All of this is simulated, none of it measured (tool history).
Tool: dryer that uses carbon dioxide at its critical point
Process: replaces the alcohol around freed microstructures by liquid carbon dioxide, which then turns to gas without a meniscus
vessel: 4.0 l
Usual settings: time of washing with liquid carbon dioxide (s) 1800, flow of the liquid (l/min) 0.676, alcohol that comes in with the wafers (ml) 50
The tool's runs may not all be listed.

run   hour  time of washing with liquid carbon dioxide (s)  flow of the liquid (l/min)  alcohol that comes in with the wafers (ml)  alcohol left in the vessel before it's heated (ppm by volume)
  1    0.0                                            1800                       0.676                                          50                                                            111
  2   13.2                                            1800                       0.676                                          50                                                            118
  3   29.3                                            1800                       0.676                                          50                                                            118
  4   50.9                                            1800                       0.676                                          50                                                            119
  5   70.4                                            1800                       0.676                                          21                                                             54
  6   85.8                                            1800                       0.676                                          21                                                             66
  7   97.8                                            1800                       0.676                                          21                                                             67
  8  122.8                                            1800                       0.676                                          71                                                            175
  9  135.8                                            1800                       0.676                                          71                                                            190
 10  162.4                                            1800                       0.676                                          71                                                            200
 11  187.5                                            1800                       0.676                                          50                                                            147
 12  205.4                                            1800                       0.676                                          50                                                            159
 13  234.0                                            1800                       0.676                                          50                                                            164
 14  254.6                                            1320                       0.676                                          50                                                            491
 15  269.7                                            1320                       0.676                                          50                                                            502
 16  296.9                                            1320                       0.676                                          50                                                            488
 17  322.8                                            2220                       0.963                                          21                                                             48
 18  340.1                                            2040                       0.676                                          72                                                            157
 19  368.6                                            1860                       1.131                                          63                                                             59
 20  396.9                                            2100                       0.579                                         112                                                            401
 21  409.6                                            2100                       0.579                                         112                                                            392
 22  437.8                                            2160                       0.696                                          47                                                            122
 23  453.5                                            1920                       0.674                                          73                                                            245
 24  469.5                                            1920                       0.674                                          73                                                            242
 25  489.3                                            1920                       0.674                                          73                                                            247
 26  510.0                                            1920                       0.674                                          73                                                            249
 27  533.7                                            1320                       0.676                                         119                                                           1357
 28  549.4                                            1500                       0.499                                          50                                                            955
 29  568.5                                            2700                       0.499                                          40                                                            159
 30  592.2                                            2640                       0.948                                          79                                                             84
     599.0  -- inlet filter changed
 31  606.4                                            2640                       0.676                                          50                                                             91

Forecast each of these 5 alternatives for the next run:
  A  619.0                                            1200                       0.493                                          36                                                              ?
  B  619.0                                            1560                       0.526                                          46                                                              ?
  C  619.0                                            1440                       0.676                                          27                                                              ?
  D  619.0                                            1800                       0.917                                          28                                                              ?
  E  619.0                                            2880                       0.463                                          50                                                              ?

run  alcohol left in the vessel before it's heated (ppm by volume)
  A                                                            872
  B                                                            498
  C                                                            215
  D                                                             93
  E                                                            132
Without the tool's hidden state the same runs would have given:
run  alcohol left in the vessel before it's heated (ppm by volume)
  A                                                            787
  B                                                            413
  C                                                            137
  D                                                             17
  E                                                             54
